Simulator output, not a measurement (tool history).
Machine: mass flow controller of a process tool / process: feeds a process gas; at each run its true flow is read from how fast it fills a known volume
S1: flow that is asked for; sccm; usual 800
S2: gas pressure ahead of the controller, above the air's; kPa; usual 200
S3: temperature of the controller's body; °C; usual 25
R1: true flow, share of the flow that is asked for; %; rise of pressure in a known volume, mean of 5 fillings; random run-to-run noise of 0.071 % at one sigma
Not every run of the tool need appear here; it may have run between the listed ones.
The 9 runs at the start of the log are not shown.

run    hour   S1   S2  S3      R1
 10   610.4  800  200  25   99.99
 11   684.9  800  200  25     100
 12   745.2  800  200  25    99.8
 13   813.8  800  200  25   99.95
 14   910.5  800  200  21  100.17
 15   993.1  800  279  21  100.02
 16  1047.9  800  200  25   99.87
 17  1108.4  800  200  25    99.9
 18    1182  208  158  21   99.99
 19  1275.8  932  158  27  100.02
 20  1351.4  164  211  30   99.47
 21  1437.4  506  200  24   99.82
 22  1519.8  826  183  34   99.64
 23  1591.9  826  183  34   99.75
 24  1690.3  544  183  23   99.88
 25  1788.1  800  178  25   99.85
 26  1848.3  800  178  21  100.18
 27  1936.7  800  178  21  100.08
 28  1985.9  800  178  21   100.2
 29  2044.4  589  143  24  100.08
 30  2095.3  151  220  21   99.67
 31  2164.7  800  164  24     100
 32  2235.5  800  164  24   100.2
 33    2293  800  164  24  100.06

Alternative continuations, all from the tool just after run 33; predict every row:
  A  2371.3  111  232  20   ?
  B  2371.3  846  221  21   ?
  C  2371.3  800  164  34   ?

run     R1
  A  99.67
  B    100
  C  99.66
Stripped of hidden state, with their random variation kept, the same runs would have yielded:
run     R1
  A  99.65
  B    100
  C  99.66
